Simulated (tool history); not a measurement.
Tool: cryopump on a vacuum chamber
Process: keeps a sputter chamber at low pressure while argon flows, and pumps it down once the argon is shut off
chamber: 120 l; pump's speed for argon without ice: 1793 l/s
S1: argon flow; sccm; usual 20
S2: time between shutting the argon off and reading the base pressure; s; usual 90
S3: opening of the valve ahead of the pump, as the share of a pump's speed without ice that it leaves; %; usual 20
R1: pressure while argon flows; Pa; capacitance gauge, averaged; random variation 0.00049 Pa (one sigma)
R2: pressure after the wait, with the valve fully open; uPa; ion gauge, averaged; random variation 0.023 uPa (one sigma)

run,day,S1,S2,S3,R1,R2
1,0,20,90,20,0.094,1.1
2,2.25,20,90,20,0.0949,1.09
3,4.35,20,90,20,0.0944,1.11
4,5.446,25,90,20,0.1198,1.12
5,6.825,25,90,20,0.1186,1.12
6,7.867,25,90,20,0.1194,1.07
7,9.05,20,26,20,0.0962,2.61
8,10.404,20,26,20,0.0955,2.55
9,12.183,20,90,20,0.0956,1.15
10,13.304,20,90,20,0.0962,1.18
11,15.496,20,90,20,0.0956,1.15
12,17.2,20,90,39,0.0499,1.16
13,19.288,20,90,17,0.1135,1.15
14,20.825,12,53,20,0.0583,1.61
15,22.075,17,240,40,0.0422,0.77
16,23.492,17,240,40,0.0417,0.76
# day 24.317: leaking fittings of the chamber tightened, without venting
17,25.379,17,240,40,0.0418,0.43
18,26.788,28,48,32,0.0857,1.36
19,28.975,28,48,32,0.0854,1.35
20,31.067,20,230,35,0.0565,0.46
21,32.192,13,90,20,0.0631,0.84
22,33.258,37,151,20,0.1798,0.61
# day 33.646: pump warmed up, emptied and cooled again
23,34.583,37,151,20,0.1748,0.54
24,36.429,37,29,19,0.1837,2.05
25,38.658,9,252,20,0.0428,0.41
26,40.521,9,252,20,0.0422,0.45

Forecast each of these 5 alternatives for the next run:
A,42.446,34,238,38,?,?
B,42.446,11,30,20,?,?
C,42.446,10,30,48,?,?
D,42.446,9,167,33,?,?
E,42.446,20,90,19,?,?

run,R1,R2
A,0.0862,0.46
B,0.0524,2.04
C,0.02,2.04
D,0.0267,0.55
E,0.1012,0.85
Without the tool's hidden state the same runs would have given:
run,R1,R2
A,0.0843,0.4
B,0.0518,1.98
C,0.0194,1.98
D,0.0262,0.48
E,0.1001,0.79
